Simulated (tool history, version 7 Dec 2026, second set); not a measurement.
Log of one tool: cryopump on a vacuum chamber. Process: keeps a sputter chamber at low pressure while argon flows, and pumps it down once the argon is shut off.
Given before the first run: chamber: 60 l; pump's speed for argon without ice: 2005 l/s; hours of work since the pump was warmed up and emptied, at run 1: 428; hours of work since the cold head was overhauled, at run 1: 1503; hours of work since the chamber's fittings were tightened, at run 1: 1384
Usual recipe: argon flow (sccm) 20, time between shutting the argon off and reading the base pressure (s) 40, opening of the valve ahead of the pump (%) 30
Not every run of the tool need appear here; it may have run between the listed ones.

run	hour	argon flow (sccm)	time between shutting the argon off and reading the base pressure (s)	opening of the valve ahead of the pump (%)	hours of work since the pump was warmed up and emptied	hours of work since the cold head was overhauled	hours of work since the chamber's fittings were tightened	pressure while argon flows (Pa)	pressure after the wait (uPa)
1	0	20	40	30	428	1503	1384	0.0582	1.84
2	90.3	20	40	46	469	1544	1425	0.0397	1.86
3	154.2	20	40	46	499	1574	1455	0.0389	1.86
4	202	20	40	46	521	1596	1477	0.039	1.88
5	292.5	18	40	30	562	1637	1519	0.0535	1.97
6	363.5	20	40	30	595	1670	1551	0.0585	1.89
7	427.1	20	40	30	624	1699	1581	0.0596	2.03
8	504.3	20	76	37	660	1735	1616	0.0489	1.47
9	564.6	31	40	38	688	1763	1644	0.0735	2.01
10	610.7	21	40	29	709	1784	1665	0.0641	2.01
11	653.7	21	40	29	729	1804	1685	0.0639	1.95
12	728.2	31	58	33	763	1838	1719	0.0836	1.72
13	768.5	14	23	28	782	1857	1738	0.044	2.82

5 ways to go on from here, each from the tool as it stands after run 13. What would each give?
A	841.8	28	73	19	816	1890	1772	?	?
B	841.8	14	23	57	816	1890	1772	?	?
C	841.8	39	20	20	816	1890	1772	?	?
D	841.8	10	58	23	816	1890	1772	?	?
E	841.8	14	60	25	816	1890	1772	?	?

run	pressure while argon flows (Pa)	pressure after the wait (uPa)
A	0.13	1.58
B	0.0232	2.86
C	0.1721	3.19
D	0.0381	1.82
E	0.05	1.72
What these runs would have given with no unlogged condition in the tool:
run	pressure while argon flows (Pa)	pressure after the wait (uPa)
A	0.1248	0.72
B	0.0206	1.99
C	0.1648	2.3
D	0.0363	0.93
E	0.0474	0.86

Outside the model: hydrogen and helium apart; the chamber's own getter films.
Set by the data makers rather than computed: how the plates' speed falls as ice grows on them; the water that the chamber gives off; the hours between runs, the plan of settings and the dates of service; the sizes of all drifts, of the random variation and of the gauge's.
